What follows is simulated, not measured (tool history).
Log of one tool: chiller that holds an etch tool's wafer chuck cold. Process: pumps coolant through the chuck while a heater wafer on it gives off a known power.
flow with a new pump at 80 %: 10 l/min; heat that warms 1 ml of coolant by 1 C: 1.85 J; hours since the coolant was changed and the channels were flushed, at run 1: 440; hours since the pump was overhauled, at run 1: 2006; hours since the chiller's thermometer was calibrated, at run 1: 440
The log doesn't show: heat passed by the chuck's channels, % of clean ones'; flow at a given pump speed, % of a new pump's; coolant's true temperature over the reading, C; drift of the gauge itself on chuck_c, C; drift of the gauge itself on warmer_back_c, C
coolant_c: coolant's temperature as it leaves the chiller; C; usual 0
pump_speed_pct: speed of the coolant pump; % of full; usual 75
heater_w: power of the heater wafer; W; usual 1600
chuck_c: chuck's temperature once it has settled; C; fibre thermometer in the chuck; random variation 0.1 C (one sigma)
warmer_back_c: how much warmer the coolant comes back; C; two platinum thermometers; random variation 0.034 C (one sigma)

| run | hour | coolant_c | pump_speed_pct | heater_w | hours since the coolant was changed and the channels were flushed | hours since the pump was overhauled | hours since the chiller's thermometer was calibrated | chuck_c | warmer_back_c |
|---|---|---|---|---|---|---|---|---|---|
| 1 | 0.0 | 0 | 75 | 1600 | 440 | 2006 | 440 | 12.5 | 5.60 |
| 2 | 159.5 | 0 | 75 | 1600 | 600 | 2166 | 600 | 12.5 | 5.69 |
| 3 | 293.7 | 0 | 75 | 1600 | 734 | 2300 | 734 | 12.8 | 5.64 |
| 4 | 431.5 | 0 | 75 | 1600 | 872 | 2438 | 872 | 12.8 | 5.66 |
| 5 | 579.6 | 0 | 75 | 1600 | 1020 | 2586 | 1020 | 12.7 | 5.69 |
| 6 | 677.4 | 0 | 75 | 1600 | 1117 | 2684 | 1117 | 12.8 | 5.62 |
| 7 | 767.0 | 0 | 75 | 1600 | 1207 | 2774 | 1207 | 12.8 | 5.73 |
| 8 | 943.0 | 0 | 75 | 1600 | 1383 | 2949 | 1383 | 12.9 | 5.79 |
| 9 | 1093.8 | 0 | 75 | 1600 | 1534 | 3100 | 1534 | 12.8 | 5.72 |
| 10 | 1194.4 | 0 | 75 | 1600 | 1634 | 3201 | 1634 | 13.0 | 5.68 |
| 11 | 1330.2 | 0 | 75 | 1600 | 1770 | 3337 | 1770 | 12.9 | 5.67 |
| 12 | 1494.0 | 0 | 75 | 1600 | 1934 | 3501 | 1934 | 13.1 | 5.74 |
| 13 | 1654.8 | 0 | 75 | 1600 | 2095 | 3661 | 2095 | 13.0 | 5.76 |
| 14 | 1765.2 | 0 | 75 | 1600 | 2205 | 3772 | 2205 | 13.3 | 5.66 |
| 15 | 1888.4 | 5 | 75 | 1600 | 2329 | 3895 | 2329 | 18.3 | 5.76 |
| 16 | 1980.5 | 5 | 75 | 1600 | 2421 | 3987 | 2421 | 18.4 | 5.71 |
| 17 | 2061.1 | 9 | 62 | 1495 | 2501 | 4068 | 2501 | 23.7 | 6.46 |
| 18 | 2240.8 | 9 | 83 | 1229 | 2681 | 4247 | 2681 | 18.5 | 3.97 |
| 19 | 2396.0 | 0 | 75 | 1600 | 2836 | 4403 | 2836 | 13.7 | 5.73 |
| 20 | 2570.2 | 0 | 60 | 1600 | 3010 | 4577 | 3010 | 16.4 | 7.21 |
| 21 | 2705.7 | 0 | 60 | 1600 | 3146 | 4712 | 3146 | 16.6 | 7.08 |
| 22 | 2829.6 | 0 | 60 | 1600 | 3270 | 4836 | 3270 | 16.7 | 7.18 |
| 23 | 2933.3 | 0 | 60 | 1600 | 3373 | 4940 | 3373 | 16.8 | 7.22 |
| 24 | 3058.5 | -5 | 79 | 1706 | 3499 | 5065 | 3499 | 9.2 | 5.91 |
| 25 | 3189.9 | -5 | 79 | 1706 | 3630 | 5196 | 3630 | 9.4 | 5.88 |
| 26 | 3277.3 | -5 | 97 | 1301 | 3717 | 5284 | 3717 | 4.3 | 3.65 |
| 27 | 3437.7 | 2 | 67 | 2375 | 3878 | 5444 | 3878 | 24.7 | 9.61 |
| 28 | 3510.3 | 2 | 67 | 2375 | 3950 | 5517 | 3950 | 24.6 | 9.64 |
| 29 | 3658.4 | 3 | 63 | 2087 | 4099 | 5665 | 4099 | 24.3 | 9.03 |
| 30 | 3806.2 | 2 | 63 | 2087 | 4246 | 5813 | 4246 | 23.3 | 9.00 |
|  | 3821.7 | chiller's thermometer calibrated |
| 31 | 3978.4 | 2 | 63 | 2087 | 4418 | 5984 | 157 | 22.9 | 8.99 |
| 32 | 4080.4 | 2 | 63 | 2087 | 4520 | 6086 | 259 | 23.1 | 9.03 |

Some steps in chuck_c between neighbouring runs. How much of each would the tool show without its hidden state too (settings, what came in, random variation), and how much is left for the hidden state, with any gauge scatter that isn't in both results?
Run 16 -> 17: coolant_c 5 -> 9, pump_speed_pct 75 -> 62, heater_w 1600 -> 1495. chuck_c +5.3 C: hidden state +0.1, all else +5.2.
Run 19 -> 20: pump_speed_pct 75 -> 60. chuck_c +2.7 C: hidden state +0.4, all else +2.3.
Run 23 -> 24: coolant_c 0 -> -5, pump_speed_pct 60 -> 79, heater_w 1600 -> 1706. chuck_c -7.6 C: hidden state -0.2, all else -7.4.
Run 25 -> 26: pump_speed_pct 79 -> 97, heater_w 1706 -> 1301. chuck_c -5.1 C: hidden state -0.5, all else -4.6.
Run 26 -> 27: coolant_c -5 -> 2, pump_speed_pct 97 -> 67, heater_w 1301 -> 2375. chuck_c +20.4 C: hidden state +1.4, all else +19.0.

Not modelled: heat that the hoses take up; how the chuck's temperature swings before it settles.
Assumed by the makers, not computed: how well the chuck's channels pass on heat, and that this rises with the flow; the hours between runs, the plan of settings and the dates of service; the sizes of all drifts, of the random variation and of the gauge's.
